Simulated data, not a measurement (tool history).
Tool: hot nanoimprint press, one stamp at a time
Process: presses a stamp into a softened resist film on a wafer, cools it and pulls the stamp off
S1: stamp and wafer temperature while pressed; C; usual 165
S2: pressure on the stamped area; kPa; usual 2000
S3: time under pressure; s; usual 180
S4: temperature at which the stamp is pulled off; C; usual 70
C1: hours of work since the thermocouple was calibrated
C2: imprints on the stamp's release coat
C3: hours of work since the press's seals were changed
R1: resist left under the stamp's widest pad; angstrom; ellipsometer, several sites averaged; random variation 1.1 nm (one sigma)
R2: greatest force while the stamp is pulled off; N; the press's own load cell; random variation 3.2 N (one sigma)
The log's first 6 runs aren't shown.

run,hour,S1,S2,S3,S4,C1,C2,C3,R1,R2
7,110.8,165,2000,259,70,49,1988,617,1430,154
8,127.1,165,2000,259,70,57,2053,625,1423,156
9,140.2,165,2000,259,70,64,2106,632,1442,153
# hour 148.8: stamp cleaned and given a new release coat
10,169.7,165,2000,259,70,76,85,645,1448,149
11,184.5,165,2000,299,70,84,144,652,1377,154
12,201.6,165,2000,299,70,93,213,661,1374,151
13,227.2,165,2000,299,70,107,316,675,1359,155
14,242.6,165,2000,346,70,115,377,683,1316,152
15,266.3,165,2000,346,70,127,473,695,1306,159
16,279.7,165,2000,346,70,134,526,702,1293,159
17,309.8,165,2000,346,70,150,647,718,1303,154
18,323.3,165,2000,238,70,157,701,725,1483,153
19,344.4,157,2010,96,70,168,786,737,2669,155
20,360.7,157,2010,96,70,177,852,745,2657,147
21,381.9,164,2380,176,70,188,937,756,1554,154
22,402.9,157,1260,176,56,199,1021,767,2770,197
23,431.2,165,2000,119,72,214,1134,782,1864,149
24,458.2,165,2000,119,72,228,1243,796,1876,147
25,472.2,165,1740,242,56,236,1299,804,1596,210
26,491.1,174,2120,183,56,246,1375,814,1118,203
27,516.9,174,2120,183,56,259,1479,827,1106,204
28,534.9,174,1810,164,77,269,1551,837,1254,128
29,562.5,174,1810,164,77,283,1662,851,1272,129
30,582.4,177,2660,186,74,294,1742,862,845,143
31,598,176,1340,105,74,302,1804,870,1644,139

Forecast each of these 3 alternatives for the next run:
A,615.1,165,1680,191,75,311,1873,879,?,?
B,615.1,167,1910,180,70,311,1873,879,?,?
C,615.1,171,1650,139,74,311,1873,879,?,?

run,R1,R2
A,1763,138
B,1529,152
C,1564,143
Without the tool's hidden state the same runs would have given:
run,R1,R2
A,1767,136
B,1532,150
C,1567,141
